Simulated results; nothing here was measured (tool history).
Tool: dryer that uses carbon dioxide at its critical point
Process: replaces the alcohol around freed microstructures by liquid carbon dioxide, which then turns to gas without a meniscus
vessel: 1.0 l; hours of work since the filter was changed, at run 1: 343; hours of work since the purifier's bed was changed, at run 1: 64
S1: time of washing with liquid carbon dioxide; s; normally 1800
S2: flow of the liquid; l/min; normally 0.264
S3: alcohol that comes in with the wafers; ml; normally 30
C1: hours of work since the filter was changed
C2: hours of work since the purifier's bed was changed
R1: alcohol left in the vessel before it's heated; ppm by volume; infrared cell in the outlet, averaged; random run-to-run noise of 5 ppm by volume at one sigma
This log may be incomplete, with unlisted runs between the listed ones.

| run | hour | S1 | S2 | S3 | C1 | C2 | R1 |
|---|---|---|---|---|---|---|---|
| 1 | 0.0 | 1800 | 0.264 | 30 | 343 | 64 | 83 |
| 2 | 4.1 | 1800 | 0.325 | 30 | 346 | 67 | 53 |
| 3 | 8.2 | 1320 | 0.325 | 30 | 348 | 70 | 120 |
| 4 | 13.2 | 1320 | 0.392 | 30 | 352 | 73 | 57 |
| 5 | 18.1 | 1800 | 0.389 | 30 | 355 | 76 | 37 |
| 6 | 26.3 | 1800 | 0.202 | 30 | 360 | 82 | 296 |
| 7 | 32.9 | 1800 | 0.202 | 30 | 365 | 86 | 303 |
| 8 | 38.1 | 1800 | 0.202 | 30 | 368 | 90 | 303 |
| 9 | 47.2 | 1800 | 0.202 | 30 | 374 | 96 | 303 |
| 10 | 53.8 | 1980 | 0.202 | 30 | 379 | 100 | 208 |
| 11 | 60.6 | 1800 | 0.169 | 30 | 383 | 105 | 651 |
| 12 | 69.2 | 2220 | 0.169 | 35 | 389 | 111 | 327 |
|  | 71.3 | inlet filter changed |
| 13 | 76.3 | 2400 | 0.264 | 31 | 3 | 115 | 56 |
| 14 | 80.4 | 1560 | 0.264 | 31 | 6 | 117 | 142 |
| 15 | 85.8 | 1380 | 0.414 | 31 | 10 | 121 | 58 |
| 16 | 90.5 | 1380 | 0.446 | 31 | 13 | 124 | 58 |
| 17 | 97.3 | 1800 | 0.206 | 33 | 17 | 129 | 219 |
| 18 | 102.7 | 1800 | 0.206 | 33 | 21 | 132 | 234 |
| 19 | 108.1 | 1200 | 0.366 | 37 | 25 | 136 | 113 |
| 20 | 112.3 | 1500 | 0.366 | 38 | 27 | 139 | 70 |

Each row is a separate what-if for the run after 20, all from the same tool condition, not one after another. Results?
| A | 118.7 | 1380 | 0.366 | 22 | 32 | 143 | ? |
| B | 118.7 | 1800 | 0.264 | 74 | 32 | 143 | ? |
| C | 118.7 | 1260 | 0.264 | 119 | 32 | 143 | ? |

| run | R1 |
|---|---|
| A | 75 |
| B | 149 |
| C | 1118 |
Had the tool no hidden state, the same runs would have come out as:
| run | R1 |
|---|---|
| A | 22 |
| B | 88 |
| C | 1000 |
